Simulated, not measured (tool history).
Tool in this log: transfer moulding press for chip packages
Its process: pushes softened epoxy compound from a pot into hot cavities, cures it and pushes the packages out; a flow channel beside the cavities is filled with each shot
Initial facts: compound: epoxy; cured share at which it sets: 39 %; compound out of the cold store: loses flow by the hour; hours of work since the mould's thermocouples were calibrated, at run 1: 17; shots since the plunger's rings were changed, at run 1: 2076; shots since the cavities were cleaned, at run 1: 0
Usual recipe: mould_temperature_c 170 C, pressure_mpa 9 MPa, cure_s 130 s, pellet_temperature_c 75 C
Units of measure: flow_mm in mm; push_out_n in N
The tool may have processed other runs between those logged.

| run | day | mould_temperature_c | pressure_mpa | cure_s | pellet_temperature_c | hours of work since the mould's thermocouples were calibrated | shots since the plunger's rings were changed | shots since the cavities were cleaned | incoming compound's hours out of the cold store | flow_mm | push_out_n |
|---|---|---|---|---|---|---|---|---|---|---|---|
| 1 | 0 | 170 | 9 | 130 | 75 | 17 | 2076 | 0 | 8.2 | 859 | 397 |
| 2 | 0.367 | 170 | 9 | 130 | 75 | 21 | 2139 | 63 | 26 | 784 | 427 |
| 3 | 0.933 | 170 | 9 | 130 | 75 | 27 | 2237 | 161 | 43.2 | 707 | 448 |
| 4 | 1.421 | 170 | 9 | 130 | 75 | 33 | 2321 | 245 | 20.7 | 789 | 500 |
| 5 | 1.783 | 170 | 9 | 130 | 75 | 37 | 2384 | 308 | 35.6 | 739 | 518 |
| 6 | 2.104 | 176 | 9 | 130 | 75 | 41 | 2439 | 363 | 41 | 695 | 498 |
|  | 2.538 | cavities cleaned with cleaning compound and waxed |
| 7 | 2.721 | 176 | 9 | 130 | 75 | 47 | 2534 | 31 | 10.8 | 812 | 515 |
| 8 | 3.125 | 176 | 9 | 130 | 75 | 51 | 2604 | 101 | 40.1 | 694 | 536 |
| 9 | 3.717 | 176 | 9 | 130 | 75 | 58 | 2706 | 203 | 25 | 743 | 577 |
|  | 3.854 | plunger's sealing rings changed |
|  | 4.254 | cavities cleaned with cleaning compound and waxed, once more |
| 10 | 4.446 | 170 | 9 | 130 | 75 | 65 | 91 | 33 | 31.9 | 789 | 382 |
| 11 | 4.992 | 170 | 9 | 130 | 75 | 71 | 184 | 126 | 22.8 | 817 | 455 |
| 12 | 5.438 | 170 | 9 | 130 | 75 | 76 | 262 | 204 | 29.9 | 782 | 492 |
| 13 | 5.829 | 170 | 9 | 130 | 80 | 80 | 329 | 271 | 45.5 | 736 | 505 |
| 14 | 6.175 | 170 | 9.59 | 130 | 75 | 84 | 389 | 331 | 10.7 | 909 | 540 |
| 15 | 6.575 | 168 | 8.22 | 157 | 70 | 89 | 458 | 400 | 37.2 | 733 | 519 |
|  | 6.788 | cavities cleaned with cleaning compound and waxed |
| 16 | 6.979 | 168 | 8.22 | 157 | 70 | 93 | 517 | 33 | 30.6 | 755 | 383 |
| 17 | 7.308 | 168 | 8.22 | 157 | 70 | 96 | 573 | 89 | 45.9 | 697 | 420 |
| 18 | 7.904 | 165 | 8.22 | 127 | 67 | 103 | 676 | 192 | 22.2 | 798 | 654 |
| 19 | 8.504 | 176 | 9 | 142 | 75 | 110 | 779 | 295 | 40.6 | 722 | 476 |
| 20 | 9.112 | 169 | 7.94 | 158 | 79 | 117 | 884 | 400 | 16.2 | 790 | 511 |
|  | 9.304 | cavities cleaned with cleaning compound and waxed |
| 21 | 9.608 | 166 | 7.48 | 135 | 78 | 122 | 959 | 53 | 42.4 | 687 | 473 |
| 22 | 10.217 | 170 | 8.12 | 130 | 80 | 129 | 1063 | 157 | 31.7 | 728 | 472 |
| 23 | 10.575 | 176 | 8.12 | 130 | 67 | 133 | 1125 | 219 | 45.8 | 658 | 441 |
| 24 | 10.975 | 162 | 9.61 | 142 | 75 | 137 | 1194 | 288 | 26.8 | 854 | 662 |
| 25 | 11.567 | 173 | 7.66 | 130 | 70 | 144 | 1296 | 390 | 18.2 | 750 | 514 |
|  | 11.838 | cavities cleaned with cleaning compound and waxed |
| 26 | 12.196 | 170 | 10.61 | 130 | 75 | 150 | 1394 | 63 | 20 | 887 | 426 |
| 27 | 12.475 | 171 | 9 | 131 | 75 | 154 | 1442 | 111 | 19.9 | 805 | 441 |
| 28 | 12.825 | 170 | 9 | 130 | 71 | 158 | 1502 | 171 | 34.5 | 753 | 472 |

Pick out some run-to-run changes in flow_mm. Of each, how much would a tool without hidden state show as well, from the settings, what came in and chance, and how much is left for the hidden state and any gauge scatter not in both results compared?
Hidden state present: true mould temperature over the reading, C; pressure that reaches the compound, % of what is set; grip of the stained cavities, % over clean ones'; drift of the gauge itself on flow_mm, %; drift of the gauge itself on push_out_n, %.
Run 6 -> 7: cavities cleaned with cleaning compound and waxed. flow_mm +117 mm: hidden state -8, all else +125.
Run 9 -> 10: mould_temperature_c 176 -> 170, plunger's sealing rings changed, cavities cleaned with cleaning compound and waxed, once more. flow_mm +46 mm: hidden state +42, all else +4.
Run 14 -> 15: mould_temperature_c 170 -> 168, pressure_mpa 9.59 -> 8.22, cure_s 130 -> 157, pellet_temperature_c 75 -> 70. flow_mm -176 mm: hidden state +0, all else -176.
Run 23 -> 24: mould_temperature_c 176 -> 162, pressure_mpa 8.12 -> 9.61, cure_s 130 -> 142, pellet_temperature_c 67 -> 75. flow_mm +196 mm: hidden state -7, all else +203.

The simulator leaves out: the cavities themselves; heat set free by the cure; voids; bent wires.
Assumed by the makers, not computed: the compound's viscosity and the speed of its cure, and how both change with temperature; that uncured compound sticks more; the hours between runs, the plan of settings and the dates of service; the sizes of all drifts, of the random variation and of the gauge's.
